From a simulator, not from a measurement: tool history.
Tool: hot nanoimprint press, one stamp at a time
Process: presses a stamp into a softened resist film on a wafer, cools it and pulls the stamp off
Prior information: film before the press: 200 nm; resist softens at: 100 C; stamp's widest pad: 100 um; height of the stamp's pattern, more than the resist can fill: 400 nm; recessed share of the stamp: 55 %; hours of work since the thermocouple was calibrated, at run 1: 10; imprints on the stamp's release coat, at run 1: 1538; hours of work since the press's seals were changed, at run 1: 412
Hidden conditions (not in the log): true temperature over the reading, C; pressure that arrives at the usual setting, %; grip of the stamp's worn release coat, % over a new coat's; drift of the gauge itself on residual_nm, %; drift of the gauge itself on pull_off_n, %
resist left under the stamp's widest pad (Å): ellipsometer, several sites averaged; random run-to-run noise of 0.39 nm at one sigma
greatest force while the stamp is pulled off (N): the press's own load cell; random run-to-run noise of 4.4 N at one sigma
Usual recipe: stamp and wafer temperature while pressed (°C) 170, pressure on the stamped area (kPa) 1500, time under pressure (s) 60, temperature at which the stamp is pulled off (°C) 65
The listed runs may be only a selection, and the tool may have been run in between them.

| run | hour | stamp and wafer temperature while pressed (°C) | pressure on the stamped area (kPa) | time under pressure (s) | temperature at which the stamp is pulled off (°C) | hours of work since the thermocouple was calibrated | imprints on the stamp's release coat | hours of work since the press's seals were changed | resist left under the stamp's widest pad (Å) | greatest force while the stamp is pulled off (N) |
|---|---|---|---|---|---|---|---|---|---|---|
| 1 | 0.0 | 170 | 1500 | 60 | 65 | 10 | 1538 | 412 | 1196 | 376 |
| 2 | 28.3 | 170 | 1500 | 60 | 65 | 23 | 1611 | 426 | 1191 | 389 |
| 3 | 51.7 | 170 | 1500 | 60 | 65 | 35 | 1672 | 437 | 1187 | 400 |
| 4 | 81.3 | 170 | 1500 | 60 | 65 | 49 | 1749 | 451 | 1195 | 398 |
| 5 | 112.3 | 170 | 1500 | 60 | 65 | 64 | 1829 | 466 | 1199 | 421 |
| 6 | 150.6 | 170 | 1500 | 60 | 65 | 82 | 1928 | 485 | 1188 | 429 |
| 7 | 168.8 | 170 | 1500 | 60 | 65 | 91 | 1975 | 494 | 1185 | 437 |
| 8 | 192.6 | 170 | 1500 | 60 | 65 | 103 | 2036 | 505 | 1185 | 436 |
| 9 | 209.5 | 170 | 1500 | 60 | 65 | 111 | 2080 | 513 | 1179 | 456 |
| 10 | 244.1 | 170 | 1500 | 60 | 65 | 127 | 2169 | 530 | 1185 | 433 |
| 11 | 263.9 | 170 | 1500 | 60 | 54 | 137 | 2220 | 539 | 1183 | 518 |
| 12 | 282.0 | 170 | 1500 | 60 | 65 | 146 | 2267 | 548 | 1185 | 478 |
| 13 | 307.6 | 170 | 1500 | 60 | 65 | 158 | 2333 | 560 | 1181 | 470 |
|  | 322.9 | stamp cleaned and given a new release coat |
| 14 | 346.3 | 170 | 1500 | 60 | 65 | 174 | 60 | 576 | 1179 | 215 |
| 15 | 375.9 | 170 | 1500 | 60 | 65 | 188 | 137 | 591 | 1177 | 229 |
| 16 | 405.4 | 170 | 1500 | 100 | 65 | 202 | 213 | 605 | 1003 | 234 |
| 17 | 426.2 | 170 | 1500 | 37 | 65 | 212 | 267 | 615 | 1352 | 237 |
| 18 | 458.7 | 170 | 1500 | 37 | 65 | 228 | 351 | 630 | 1356 | 240 |
|  | 464.6 | plate thermocouple calibrated |
| 19 | 484.2 | 167 | 1790 | 37 | 65 | 9 | 409 | 641 | 1374 | 255 |
| 20 | 514.5 | 168 | 2030 | 37 | 65 | 24 | 487 | 656 | 1281 | 264 |
| 21 | 545.2 | 170 | 1500 | 60 | 66 | 39 | 566 | 671 | 1160 | 264 |
| 22 | 578.4 | 170 | 1120 | 34 | 69 | 55 | 652 | 687 | 1485 | 260 |
| 23 | 617.0 | 170 | 1540 | 60 | 68 | 73 | 752 | 705 | 1136 | 284 |
| 24 | 645.9 | 174 | 940 | 59 | 62 | 87 | 827 | 719 | 1208 | 291 |
|  | 660.7 | plate thermocouple calibrated, once more |
| 25 | 680.4 | 174 | 940 | 59 | 68 | 9 | 908 | 734 | 1261 | 286 |
| 26 | 710.7 | 174 | 940 | 59 | 68 | 24 | 986 | 749 | 1258 | 295 |
|  | 732.7 | press's hydraulic seals changed and the load cell set to zero |
| 27 | 742.4 | 166 | 940 | 55 | 68 | 36 | 1048 | 5 | 1586 | 310 |
| 28 | 768.6 | 164 | 1210 | 101 | 63 | 48 | 1116 | 17 | 1379 | 326 |
| 29 | 796.5 | 164 | 1210 | 101 | 63 | 62 | 1188 | 31 | 1376 | 346 |
| 30 | 834.6 | 169 | 1500 | 60 | 65 | 80 | 1286 | 49 | 1225 | 349 |

The same runs without the tool's hidden state, with the same run-to-run variation:
| run | resist left under the stamp's widest pad (Å) | greatest force while the stamp is pulled off (N) |
|---|---|---|
| 1 | 1194 | 215 |
| 2 | 1191 | 217 |
| 3 | 1188 | 220 |
| 4 | 1196 | 213 |
| 5 | 1202 | 220 |
| 6 | 1193 | 218 |
| 7 | 1191 | 220 |
| 8 | 1192 | 214 |
| 9 | 1186 | 221 |
| 10 | 1194 | 205 |
| 11 | 1193 | 241 |
| 12 | 1196 | 219 |
| 13 | 1193 | 212 |
| 14 | 1193 | 211 |
| 15 | 1192 | 217 |
| 16 | 1019 | 216 |
| 17 | 1369 | 214 |
| 18 | 1375 | 210 |
| 19 | 1405 | 219 |
| 20 | 1311 | 220 |
| 21 | 1196 | 213 |
| 22 | 1522 | 204 |
| 23 | 1175 | 215 |
| 24 | 1252 | 214 |
| 25 | 1254 | 202 |
| 26 | 1253 | 202 |
| 27 | 1592 | 208 |
| 28 | 1389 | 214 |
| 29 | 1388 | 221 |
| 30 | 1237 | 217 |
